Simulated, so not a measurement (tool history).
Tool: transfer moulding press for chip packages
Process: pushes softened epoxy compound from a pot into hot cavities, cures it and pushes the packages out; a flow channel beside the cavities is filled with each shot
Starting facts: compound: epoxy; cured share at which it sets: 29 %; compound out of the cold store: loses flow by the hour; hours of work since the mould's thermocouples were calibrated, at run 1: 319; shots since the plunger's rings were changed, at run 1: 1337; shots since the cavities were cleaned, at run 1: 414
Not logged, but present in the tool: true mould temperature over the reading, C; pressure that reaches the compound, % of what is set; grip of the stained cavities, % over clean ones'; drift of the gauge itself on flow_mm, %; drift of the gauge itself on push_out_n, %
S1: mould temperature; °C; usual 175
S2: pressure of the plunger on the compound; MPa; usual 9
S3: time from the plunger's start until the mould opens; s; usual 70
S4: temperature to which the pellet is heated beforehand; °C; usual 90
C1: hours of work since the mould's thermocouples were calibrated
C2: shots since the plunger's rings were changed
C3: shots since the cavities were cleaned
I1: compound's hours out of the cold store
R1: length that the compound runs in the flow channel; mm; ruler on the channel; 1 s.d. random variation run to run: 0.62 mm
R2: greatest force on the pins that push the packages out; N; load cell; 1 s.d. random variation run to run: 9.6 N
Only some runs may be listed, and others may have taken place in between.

run	day	S1	S2	S3	S4	C1	C2	C3	I1	R1	R2
1	0	175	9	70	90	319	1337	414	34.2	488.4	585
2	0.517	175	9	70	90	329	1549	626	21.7	514	677
3	1.146	175	9	70	90	340	1807	884	42.3	471.6	649
# day 1.312: cavities cleaned with cleaning compound and waxed
4	1.742	175	9	75	90	349	2027	178	45.1	466	448
5	2.579	175	9	75	90	364	2369	520	11.9	533.7	603
6	3.433	175	9	70	90	379	2720	871	34.4	483.2	686
# day 3.65: cavities cleaned with cleaning compound and waxed
7	4.371	175	9	70	90	395	3078	294	45.5	461.2	567
# day 4.517: mould's thermocouples calibrated
8	4.975	175	9	70	90	8	3292	508	10.3	533.7	710
9	5.538	175	9	70	90	18	3522	738	16.8	518.9	725
10	5.983	175	9	70	90	26	3705	921	9.8	535.2	769
# day 6.088: cavities cleaned with cleaning compound and waxed
11	6.488	175	9	70	90	34	3887	164	40	470.8	523
# day 7.421: plunger's sealing rings changed
12	7.421	175	9	70	90	49	0	504	43.2	476.8	662
13	8.242	175	9	70	90	63	337	841	33.1	495.8	741
# day 8.533: cavities cleaned with cleaning compound and waxed
14	9	173	7	59	97	76	622	191	25.9	452	1054
15	9.671	173	10.99	59	89	88	897	466	20.4	579	1313
# day 9.879: mould's thermocouples calibrated, once more
16	10.562	173	10.99	59	89	12	1229	798	17.3	583.3	1259
# day 10.983: cavities cleaned with cleaning compound and waxed
17	11.396	173	10.99	72	89	26	1546	170	47	515.3	547
18	11.946	177	8.73	52	90	36	1771	395	18.9	508.8	1264
19	12.483	177	8.73	52	90	45	1991	615	9	530.3	1465
20	12.917	175	9	58	84	53	2168	792	30.4	493.9	1181
# day 13.317: cavities cleaned with cleaning compound and waxed
21	13.633	178	9.64	61	91	65	2437	129	12.8	544.8	617
22	14.479	178	9.64	61	91	80	2784	476	37.3	490.2	713
23	15.108	178	9.64	61	91	91	3043	735	45.8	472.7	720
# day 15.692: cavities cleaned with cleaning compound and waxed
24	15.838	179	9	70	94	103	3316	60	23.6	498.9	371
25	16.679	175	10.25	70	88	118	3662	406	9.9	569.5	686

Here are 5 independent what-if runs from the current tool condition. What would each one return?
A	17.462	176	7.14	99	88	132	3982	726	30.1	?	?
B	17.462	175	10.55	70	88	132	3982	726	43.6	?	?
C	17.462	170	10.25	104	92	132	3982	726	17	?	?
D	17.462	175	8.72	81	88	132	3982	726	28.2	?	?
E	17.462	170	9	70	81	132	3982	726	39.7	?	?

run	R1	R2
A	434.6	430
B	500.2	683
C	560.3	476
D	485.4	504
E	477.3	1045
Without the tool's hidden state the same runs would have given:
run	R1	R2
A	446.8	279
B	514.3	434
C	575.9	309
D	499	324
E	490.6	661
